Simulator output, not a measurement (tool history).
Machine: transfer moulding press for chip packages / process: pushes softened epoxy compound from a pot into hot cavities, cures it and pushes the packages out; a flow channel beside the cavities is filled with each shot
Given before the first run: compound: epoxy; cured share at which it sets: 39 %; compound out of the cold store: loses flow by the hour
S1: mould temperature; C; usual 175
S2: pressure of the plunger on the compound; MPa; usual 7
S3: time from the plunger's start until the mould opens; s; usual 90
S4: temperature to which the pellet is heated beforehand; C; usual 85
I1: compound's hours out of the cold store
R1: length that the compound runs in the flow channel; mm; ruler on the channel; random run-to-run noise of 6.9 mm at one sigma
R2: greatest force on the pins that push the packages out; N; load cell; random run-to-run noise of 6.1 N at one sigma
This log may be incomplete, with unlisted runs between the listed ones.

run   hour   S1    S2   S3  S4    I1   R1   R2
  1      0  175     7   90  85  39.1  757  330
  2     14  175     7   90  85  39.1  754  343
      22.3  -- cavities cleaned with cleaning compound and waxed
  3   22.5  175     7   90  85  43.7  745  235
  4   36.6  175     7   90  78  43.2  751  275
  5   44.3  175     7   90  78  17.3  840  328
  6   52.7  175     7   90  78  37.3  754  319
  7     62  175     7  125  78  42.8  741  281
      77.3  -- cavities cleaned with cleaning compound and waxed
  8   77.3  175     7  125  78  31.6  762  205
  9   91.3  175     7  125  78  18.3  817  244
 10  100.8  175     7  125  78  13.3  841  267
 11  111.2  175     7  125  78  42.8  727  257
     125.6  -- plunger's sealing rings changed
 12  128.3  169     7  125  78  37.2  808  288
     134.5  -- cavities cleaned with cleaning compound and waxed
 13  143.4  175  8.29   90  85   8.2  973  286
 14  149.7  175     7   90  95    48  735  276
 15  158.3  175     7   90  95   9.4  881  311
 16  172.4  175     7   80  82    47  742  385
 17  186.6  175     7   80  82  16.4  862  466
     189.2  -- cavities cleaned with cleaning compound and waxed
 18  201.4  175     7   80  82  31.6  784  349
 19    211  175     7   80  82  18.1  841  400
 20  225.6  175     7   80  82  44.4  727  381
 21  237.1  175     7   80  82  31.3  780  417
     243.7  -- cavities cleaned with cleaning compound and waxed
 22  248.1  180     7   73  85  12.5  835  281
 23  259.4  176  5.56  114  87  45.1  654  243
 24  268.7  181  6.65  106  86  14.2  801  263
 25  280.8  181  6.79   82  91  46.9  690  296
 26  288.4  182  7.03   99  76  30.4  755  284
 27  295.7  173  5.54  110  89    46  640  290
     298.8  -- cavities cleaned with cleaning compound and waxed
 28  310.8  168  8.26   72  86  31.5  857  653
 29    322  172  7.83  115  79  44.4  776  267

Below are 3 alternative next runs, each starting from the tool's condition after run 29. Predict each:
     327.8  -- plunger's sealing rings changed
  A  336.9  170     7   79  83  38.7   ?   ?
     327.8  -- plunger's sealing rings changed
  B  336.9  169  5.76  127  85  42.3   ?   ?
     327.8  -- plunger's sealing rings changed
  C  336.9  173  7.83  115  79  32.8   ?   ?

run   R1   R2
  A  804  577
  B  711  290
  C  852  286
What these runs would have given with no unlogged condition in the tool:
run   R1   R2
  A  804  397
  B  712  205
  C  853  204
